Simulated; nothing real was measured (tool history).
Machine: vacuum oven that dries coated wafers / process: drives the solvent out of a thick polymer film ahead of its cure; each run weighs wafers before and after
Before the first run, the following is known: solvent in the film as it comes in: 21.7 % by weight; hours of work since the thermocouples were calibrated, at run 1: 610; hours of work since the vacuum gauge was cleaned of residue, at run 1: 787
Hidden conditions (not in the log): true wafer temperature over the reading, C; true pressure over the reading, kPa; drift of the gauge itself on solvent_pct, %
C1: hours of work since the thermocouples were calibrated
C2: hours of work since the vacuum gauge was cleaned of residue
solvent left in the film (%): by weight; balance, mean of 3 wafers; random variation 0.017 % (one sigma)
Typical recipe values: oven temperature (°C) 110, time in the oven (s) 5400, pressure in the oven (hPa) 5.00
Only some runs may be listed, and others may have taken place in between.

run 1 hour=0.0 | oven_temperature_(°C)=110 time_in_the_oven_(s)=5400 pressure_in_the_oven_(hPa)=5.00 | C1=610 C2=787 | solvent_left_in_the_film_(%)=1.64
run 2 hour=20.2 | oven_temperature_(°C)=110 time_in_the_oven_(s)=5400 pressure_in_the_oven_(hPa)=5.00 | C1=622 C2=799 | solvent_left_in_the_film_(%)=1.65
run 3 hour=52.4 | oven_temperature_(°C)=110 time_in_the_oven_(s)=5400 pressure_in_the_oven_(hPa)=5.00 | C1=641 C2=818 | solvent_left_in_the_film_(%)=1.66
run 4 hour=77.4 | oven_temperature_(°C)=110 time_in_the_oven_(s)=5400 pressure_in_the_oven_(hPa)=5.00 | C1=655 C2=832 | solvent_left_in_the_film_(%)=1.63
run 5 hour=100.3 | oven_temperature_(°C)=110 time_in_the_oven_(s)=3900 pressure_in_the_oven_(hPa)=5.00 | C1=668 C2=846 | solvent_left_in_the_film_(%)=3.09
run 6 hour=117.4 | oven_temperature_(°C)=110 time_in_the_oven_(s)=3900 pressure_in_the_oven_(hPa)=5.00 | C1=678 C2=856 | solvent_left_in_the_film_(%)=3.06
run 7 hour=140.6 | oven_temperature_(°C)=110 time_in_the_oven_(s)=5400 pressure_in_the_oven_(hPa)=5.00 | C1=692 C2=869 | solvent_left_in_the_film_(%)=1.65
run 8 hour=156.7 | oven_temperature_(°C)=110 time_in_the_oven_(s)=5400 pressure_in_the_oven_(hPa)=5.00 | C1=701 C2=879 | solvent_left_in_the_film_(%)=1.67
run 9 hour=181.3 | oven_temperature_(°C)=110 time_in_the_oven_(s)=5400 pressure_in_the_oven_(hPa)=5.00 | C1=715 C2=893 | solvent_left_in_the_film_(%)=1.62
run 10 hour=209.7 | oven_temperature_(°C)=110 time_in_the_oven_(s)=5400 pressure_in_the_oven_(hPa)=5.00 | C1=732 C2=909 | solvent_left_in_the_film_(%)=1.64
run 11 hour=245.7 | oven_temperature_(°C)=110 time_in_the_oven_(s)=5400 pressure_in_the_oven_(hPa)=5.00 | C1=753 C2=930 | solvent_left_in_the_film_(%)=1.61
run 12 hour=271.8 | oven_temperature_(°C)=110 time_in_the_oven_(s)=5400 pressure_in_the_oven_(hPa)=5.00 | C1=768 C2=945 | solvent_left_in_the_film_(%)=1.64
run 13 hour=297.7 | oven_temperature_(°C)=110 time_in_the_oven_(s)=5400 pressure_in_the_oven_(hPa)=5.00 | C1=783 C2=960 | solvent_left_in_the_film_(%)=1.60
run 14 hour=323.2 | oven_temperature_(°C)=117 time_in_the_oven_(s)=4620 pressure_in_the_oven_(hPa)=5.00 | C1=798 C2=975 | solvent_left_in_the_film_(%)=1.23
run 15 hour=357.1 | oven_temperature_(°C)=100 time_in_the_oven_(s)=4620 pressure_in_the_oven_(hPa)=4.16 | C1=818 C2=995 | solvent_left_in_the_film_(%)=4.33
run 16 hour=376.3 | oven_temperature_(°C)=122 time_in_the_oven_(s)=3660 pressure_in_the_oven_(hPa)=3.90 | C1=829 C2=1006 | solvent_left_in_the_film_(%)=1.33
run 17 hour=408.2 | oven_temperature_(°C)=118 time_in_the_oven_(s)=3660 pressure_in_the_oven_(hPa)=3.90 | C1=847 C2=1025 | solvent_left_in_the_film_(%)=1.89
run 18 hour=433.0 | oven_temperature_(°C)=114 time_in_the_oven_(s)=4680 pressure_in_the_oven_(hPa)=3.61 | C1=862 C2=1039 | solvent_left_in_the_film_(%)=1.54
run 19 hour=461.7 | oven_temperature_(°C)=108 time_in_the_oven_(s)=5400 pressure_in_the_oven_(hPa)=10.54 | C1=878 C2=1056 | solvent_left_in_the_film_(%)=2.05
run 20 hour=480.7 | oven_temperature_(°C)=101 time_in_the_oven_(s)=7260 pressure_in_the_oven_(hPa)=15.24 | C1=889 C2=1067 | solvent_left_in_the_film_(%)=2.25
run 21 hour=505.9 | oven_temperature_(°C)=101 time_in_the_oven_(s)=7260 pressure_in_the_oven_(hPa)=15.24 | C1=904 C2=1081 | solvent_left_in_the_film_(%)=2.29
run 22 hour=524.0 | oven_temperature_(°C)=98 time_in_the_oven_(s)=5400 pressure_in_the_oven_(hPa)=11.76 | C1=915 C2=1092 | solvent_left_in_the_film_(%)=4.17
run 23 hour=551.9 | oven_temperature_(°C)=98 time_in_the_oven_(s)=5400 pressure_in_the_oven_(hPa)=11.76 | C1=931 C2=1108 | solvent_left_in_the_film_(%)=4.14
run 24 hour=575.9 | oven_temperature_(°C)=100 time_in_the_oven_(s)=7500 pressure_in_the_oven_(hPa)=6.73 | C1=945 C2=1122 | solvent_left_in_the_film_(%)=1.95
-- hour=596.0 oven's thermocouples calibrated
run 25 hour=604.7 | oven_temperature_(°C)=107 time_in_the_oven_(s)=8400 pressure_in_the_oven_(hPa)=6.15 | C1=5 C2=1138 | solvent_left_in_the_film_(%)=0.98

Entry by entry between the runs, the difference in hidden state between the last listed run before and the first listed run after:
Between runs 24 and 25: oven's thermocouples calibrated (hour 596.0)
  true wafer temperature over the reading, C: 2.41 -> 0.34; true pressure over the reading, kPa: 0.328 -> 0.333
  measured value less the no-hidden-state value, solvent left in the film (%): -0.30 -> +0.08
